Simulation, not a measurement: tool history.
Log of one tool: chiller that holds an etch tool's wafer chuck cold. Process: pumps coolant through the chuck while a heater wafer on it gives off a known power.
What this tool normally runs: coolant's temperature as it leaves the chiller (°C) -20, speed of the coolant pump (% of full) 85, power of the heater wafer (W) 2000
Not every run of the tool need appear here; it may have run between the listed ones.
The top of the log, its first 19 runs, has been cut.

run   hour  coolant's temperature as it leaves the chiller (°C)  speed of the coolant pump (% of full)  power of the heater wafer (W)  hours since the coolant was changed and the channels were flushed  hours since the pump was overhauled  hours since the chiller's thermometer was calibrated  chuck's temperature once it has settled (°C)  how much warmer the coolant comes back (C)
 20  618.5                                                  -28                                     85                           1896                                                                917                                 1847                                                  1121                                         -10.3                                        6.14
 21  654.9                                                  -20                                     67                           2271                                                                953                                 1884                                                  1157                                           5.0                                        9.63
 22  677.4                                                  -20                                     67                           2271                                                                976                                 1906                                                  1180                                           5.2                                        9.54
 23  717.0                                                  -18                                     65                           2691                                                               1016                                 1946                                                  1219                                          12.4                                       11.76
 24  756.3                                                  -18                                     65                           2691                                                               1055                                 1985                                                  1259                                          12.4                                       11.79
 25  779.7                                                  -18                                     65                           2931                                                               1078                                 2009                                                  1282                                          15.3                                       12.83
 26  817.4                                                  -25                                     94                           2678                                                               1116                                 2046                                                  1320                                          -1.2                                        7.79
 27  853.5                                                  -22                                     73                           2678                                                               1152                                 2082                                                  1356                                           6.0                                       10.33
 28  878.4                                                  -15                                     68                           1504                                                               1177                                 2107                                                  1381                                           1.5                                        6.26
 29  899.2                                                  -15                                     68                           1504                                                               1198                                 2128                                                  1402                                           1.5                                        6.28

What will run 30 give?
 30  919.7                                                  -15                                     68                           1504                                                               1218                                 2149                                                  1422                                             ?                                           ?

Logged for run 30: chuck's temperature once it has settled (°C) 1.5, how much warmer the coolant comes back (C) 6.28.
If the tool had no hidden condition, the same run with the same run-to-run variation would have returned chuck's temperature once it has settled (°C) 1.1, how much warmer the coolant comes back (C) 6.17.
